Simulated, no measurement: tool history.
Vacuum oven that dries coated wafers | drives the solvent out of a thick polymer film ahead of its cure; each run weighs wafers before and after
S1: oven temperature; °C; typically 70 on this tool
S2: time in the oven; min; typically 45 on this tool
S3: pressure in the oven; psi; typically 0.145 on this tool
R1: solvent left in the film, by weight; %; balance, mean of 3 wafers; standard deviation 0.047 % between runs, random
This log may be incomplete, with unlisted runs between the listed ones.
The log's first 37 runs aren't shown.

run     day  S1  S2     S3    R1
 38  14.312  68  28  0.515  5.53
 39  14.583  68  79  0.358  2.79
 40  14.996  68  79  0.358  2.83
 41  15.229  74  41  0.164  1.33
 42  15.483  62  31  0.149  5.09
 43  15.871  72  50  0.073  0.77
 44  16.200  79  79  0.096  0.52
 45  16.508  60  45  0.165  4.30
 46  16.850  68  58  0.145  1.62
 47  17.238  70  64  0.341  2.46

Branching from run 47: 3 alternative next runs. What would each branch give?
  A  17.742  70  72  0.341   ?
  B  17.742  55  64  0.132   ?
  C  17.742  70  22  0.278   ?

run    R1
  A  2.51
  B  4.38
  C  4.36
What these runs would have given with no unlogged condition in the tool:
run    R1
  A  2.55
  B  4.64
  C  4.68

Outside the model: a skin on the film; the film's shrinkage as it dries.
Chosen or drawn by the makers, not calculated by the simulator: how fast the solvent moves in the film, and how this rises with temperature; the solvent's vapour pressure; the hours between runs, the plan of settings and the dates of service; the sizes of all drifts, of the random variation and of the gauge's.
